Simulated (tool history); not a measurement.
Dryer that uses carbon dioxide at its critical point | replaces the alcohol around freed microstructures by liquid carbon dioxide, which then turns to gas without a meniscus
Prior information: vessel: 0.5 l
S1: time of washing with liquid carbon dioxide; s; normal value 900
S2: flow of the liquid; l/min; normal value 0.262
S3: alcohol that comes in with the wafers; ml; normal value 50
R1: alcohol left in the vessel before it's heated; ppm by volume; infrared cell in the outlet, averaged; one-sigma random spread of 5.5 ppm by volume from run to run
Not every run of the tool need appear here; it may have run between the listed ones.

Run 1, hour 0.0: usual settings. Result: R1 280 ppm by volume.
Run 2, hour 9.5: usual settings but S1 1320 s. Result: R1 78 ppm by volume.
Run 3, hour 22.0: usual settings but S1 1320 s. Result: R1 67 ppm by volume.
Run 4, hour 33.6: usual settings. Result: R1 282 ppm by volume.
Run 5, hour 42.3: usual settings. Result: R1 287 ppm by volume.
At hour 50.0: inlet filter changed.
Run 6, hour 51.5: usual settings. Result: R1 211 ppm by volume.
Run 7, hour 68.5: usual settings. Result: R1 213 ppm by volume.
Run 8, hour 85.9: usual settings. Result: R1 219 ppm by volume.
Run 9, hour 99.1: usual settings. Result: R1 230 ppm by volume.
Run 10, hour 107.4: usual settings but S3 33 ml. Result: R1 176 ppm by volume.
Run 11, hour 123.5: usual settings but S3 33 ml. Result: R1 179 ppm by volume.
Run 12, hour 131.0: usual settings. Result: R1 225 ppm by volume.
Run 13, hour 143.8: usual settings. Result: R1 232 ppm by volume.
Run 14, hour 154.6: usual settings. Result: R1 239 ppm by volume.
Run 15, hour 165.6: usual settings but S1 1260 s, S3 43 ml. Result: R1 97 ppm by volume.
Run 16, hour 181.9: usual settings but S1 1260 s, S3 43 ml. Result: R1 95 ppm by volume.
Run 17, hour 197.9: usual settings but S1 1260 s, S2 0.294 l/min, S3 43 ml. Result: R1 95 ppm by volume.
Run 18, hour 212.3: usual settings but S2 0.182 l/min. Result: R1 1170 ppm by volume.
Run 19, hour 228.7: usual settings but S2 0.410 l/min, S3 45 ml. Result: R1 96 ppm by volume.
Run 20, hour 244.2: usual settings but S1 1080 s, S2 0.378 l/min, S3 110 ml. Result: R1 97 ppm by volume.
Run 21, hour 259.1: usual settings but S1 840 s, S3 23 ml. Result: R1 208 ppm by volume.
Run 22, hour 275.2: usual settings but S1 840 s, S2 0.216 l/min, S3 107 ml. Result: R1 1611 ppm by volume.
Run 23, hour 288.7: usual settings but S1 1080 s, S2 0.216 l/min, S3 107 ml. Result: R1 479 ppm by volume.
Run 24, hour 303.8: usual settings but S1 1140 s, S3 103 ml. Result: R1 173 ppm by volume.
Run 25, hour 321.1: usual settings but S2 0.382 l/min, S3 55 ml. Result: R1 116 ppm by volume.
Run 26, hour 331.0: usual settings but S1 720 s, S3 48 ml. Result: R1 699 ppm by volume.
Run 27, hour 346.0: usual settings but S1 720 s, S3 48 ml. Result: R1 709 ppm by volume.

Consider 4 possible next runs. They are alternatives, not a sequence: every one starts from the tool as it was left by run 27. What does each give?
Run A, hour 361.5: usual settings but S1 720 s, S2 0.443 l/min, S3 26 ml. Result: R1 ?.
Run B, hour 361.5: usual settings but S1 600 s, S3 23 ml. Result: R1 ?.
Run C, hour 361.5: usual settings but S1 1380 s, S2 0.212 l/min. Result: R1 ?.
Run D, hour 361.5: usual settings but S1 840 s, S2 0.403 l/min, S3 48 ml. Result: R1 ?.

run   R1
  A  117
  B  783
  C  136
  D  121
Stripped of hidden state, with their random variation kept, the same runs would have yielded:
run   R1
  A   13
  B  601
  C   30
  D   15
